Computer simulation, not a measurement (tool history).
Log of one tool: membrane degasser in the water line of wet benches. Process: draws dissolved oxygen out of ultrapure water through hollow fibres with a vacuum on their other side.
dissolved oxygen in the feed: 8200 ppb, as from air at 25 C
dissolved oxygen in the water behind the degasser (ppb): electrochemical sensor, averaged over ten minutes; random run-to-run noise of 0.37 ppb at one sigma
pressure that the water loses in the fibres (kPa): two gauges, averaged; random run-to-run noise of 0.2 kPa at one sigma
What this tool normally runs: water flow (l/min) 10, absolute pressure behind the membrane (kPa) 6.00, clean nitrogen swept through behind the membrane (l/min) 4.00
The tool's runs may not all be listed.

| run | hour | water flow (l/min) | absolute pressure behind the membrane (kPa) | clean nitrogen swept through behind the membrane (l/min) | dissolved oxygen in the water behind the degasser (ppb) | pressure that the water loses in the fibres (kPa) |
|---|---|---|---|---|---|---|
| 1 | 0.0 | 10 | 6.00 | 4.00 | 22.5 | 44.63 |
| 2 | 152.6 | 10 | 6.00 | 4.00 | 22.5 | 44.73 |
| 3 | 277.7 | 10 | 6.00 | 4.00 | 23.1 | 44.70 |
| 4 | 488.1 | 10 | 6.00 | 4.00 | 23.4 | 44.84 |
| 5 | 673.2 | 10 | 6.00 | 4.00 | 22.8 | 45.05 |
| 6 | 799.6 | 8 | 6.00 | 4.00 | 14.9 | 35.87 |
| 7 | 923.2 | 13 | 6.00 | 4.00 | 47.3 | 58.30 |
| 8 | 1050.7 | 13 | 4.31 | 1.94 | 42.7 | 58.16 |

Forecast run 9:
| 9 | 1156.5 | 11 | 6.00 | 5.43 | ? | ? |

Run 9 measured dissolved oxygen in the water behind the degasser (ppb) 24.8, pressure that the water loses in the fibres (kPa) 49.63.
With the hidden condition absent and the run-to-run variation left alone, this run would have shown dissolved oxygen in the water behind the degasser (ppb) 21.3, pressure that the water loses in the fibres (kPa) 46.94.

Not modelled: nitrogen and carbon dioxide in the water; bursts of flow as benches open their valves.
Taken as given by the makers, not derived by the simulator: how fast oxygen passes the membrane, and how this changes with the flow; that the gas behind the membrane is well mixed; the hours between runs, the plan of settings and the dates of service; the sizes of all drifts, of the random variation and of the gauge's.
